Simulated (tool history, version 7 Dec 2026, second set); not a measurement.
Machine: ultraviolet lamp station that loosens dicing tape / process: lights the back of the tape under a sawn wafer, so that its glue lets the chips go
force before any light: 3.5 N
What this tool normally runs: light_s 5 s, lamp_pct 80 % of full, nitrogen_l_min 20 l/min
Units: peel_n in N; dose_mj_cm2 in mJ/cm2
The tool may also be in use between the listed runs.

{"run": 1, "hour": 0.0, "light_s": 5, "lamp_pct": 80, "nitrogen_l_min": 20, "peel_n": 0.311, "dose_mj_cm2": 194}
{"run": 2, "hour": 8.3, "light_s": 5, "lamp_pct": 80, "nitrogen_l_min": 20, "peel_n": 0.308, "dose_mj_cm2": 192}
{"run": 3, "hour": 17.7, "light_s": 5, "lamp_pct": 66, "nitrogen_l_min": 20, "peel_n": 0.449, "dose_mj_cm2": 158}
{"run": 4, "hour": 24.7, "light_s": 5, "lamp_pct": 66, "nitrogen_l_min": 20, "peel_n": 0.451, "dose_mj_cm2": 153}
{"run": 5, "hour": 28.9, "light_s": 5, "lamp_pct": 66, "nitrogen_l_min": 20, "peel_n": 0.462, "dose_mj_cm2": 154}
{"run": 6, "hour": 38.2, "light_s": 5, "lamp_pct": 66, "nitrogen_l_min": 20, "peel_n": 0.463, "dose_mj_cm2": 155}
{"run": 7, "hour": 45.1, "light_s": 8, "lamp_pct": 94, "nitrogen_l_min": 12, "peel_n": 0.113, "dose_mj_cm2": 351}
{"run": 8, "hour": 52.1, "light_s": 4, "lamp_pct": 94, "nitrogen_l_min": 16, "peel_n": 0.389, "dose_mj_cm2": 178}
{"run": 9, "hour": 60.7, "light_s": 2, "lamp_pct": 76, "nitrogen_l_min": 17, "peel_n": 1.386, "dose_mj_cm2": 71}
{"run": 10, "hour": 69.4, "light_s": 4, "lamp_pct": 76, "nitrogen_l_min": 6, "peel_n": 0.82, "dose_mj_cm2": 138}
{"run": 11, "hour": 74.9, "light_s": 8, "lamp_pct": 67, "nitrogen_l_min": 20, "peel_n": 0.198, "dose_mj_cm2": 246}
{"run": 12, "hour": 80.7, "light_s": 5, "lamp_pct": 94, "nitrogen_l_min": 20, "peel_n": 0.236, "dose_mj_cm2": 216}

Below are 4 alternative next runs, each starting from the tool's condition after run 12. Predict each:
{"run": "A", "hour": 86.3, "light_s": 5, "lamp_pct": 94, "nitrogen_l_min": 8, "peel_n": "?", "dose_mj_cm2": "?"}
{"run": "B", "hour": 86.3, "light_s": 3, "lamp_pct": 94, "nitrogen_l_min": 20, "peel_n": "?", "dose_mj_cm2": "?"}
{"run": "C", "hour": 86.3, "light_s": 3, "lamp_pct": 80, "nitrogen_l_min": 9, "peel_n": "?", "dose_mj_cm2": "?"}
{"run": "D", "hour": 86.3, "light_s": 2, "lamp_pct": 77, "nitrogen_l_min": 17, "peel_n": "?", "dose_mj_cm2": "?"}

run=A peel_n=0.352 dose_mj_cm2=211
run=B peel_n=0.63 dose_mj_cm2=129
run=C peel_n=1.025 dose_mj_cm2=110
run=D peel_n=1.357 dose_mj_cm2=70
With no hidden state in the tool, these same runs would have given:
run=A peel_n=0.256 dose_mj_cm2=248
run=B peel_n=0.484 dose_mj_cm2=151
run=C peel_n=0.833 dose_mj_cm2=129
run=D peel_n=1.161 dose_mj_cm2=82

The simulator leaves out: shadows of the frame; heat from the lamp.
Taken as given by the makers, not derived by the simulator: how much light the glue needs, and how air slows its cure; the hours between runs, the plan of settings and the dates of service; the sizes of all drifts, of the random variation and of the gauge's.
